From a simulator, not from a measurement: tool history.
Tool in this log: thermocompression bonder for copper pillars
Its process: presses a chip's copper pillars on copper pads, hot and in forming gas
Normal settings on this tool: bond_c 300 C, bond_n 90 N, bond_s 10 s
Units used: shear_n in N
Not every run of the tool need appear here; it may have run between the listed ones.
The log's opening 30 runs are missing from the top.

run,hour,bond_c,bond_n,bond_s,hours of work since the heater was calibrated,hours of work since the force cell was calibrated,hours of work since the gas filter was changed,shear_n
# hour 1404.4: heater calibrated with a thermocouple chip
31,1432.1,325,57,13,18,246,143,61.7
32,1493,325,57,13,58,286,183,62
# hour 1531.9: forming gas filter changed
33,1541.9,325,57,13,90,318,7,62
34,1585.8,325,57,13,119,347,35,61.2
35,1623.4,325,57,13,144,372,60,61.5
36,1673.4,325,57,13,177,405,93,61.4
37,1721.8,286,97,13,209,437,125,68.6
38,1753,287,119,10,229,457,146,74.1

Consider 3 possible next runs. They are alternatives, not a sequence: every one starts from the tool as it was left by run 38. What does each give?
A,1808.3,300,90,11,266,494,182,?
B,1808.3,300,90,26,266,494,182,?
C,1808.3,302,67,15,266,494,182,?

run,shear_n
A,69.7
B,82.2
C,61.3
What these runs would have given with no unlogged condition in the tool:
run,shear_n
A,69.7
B,82.3
C,61.3
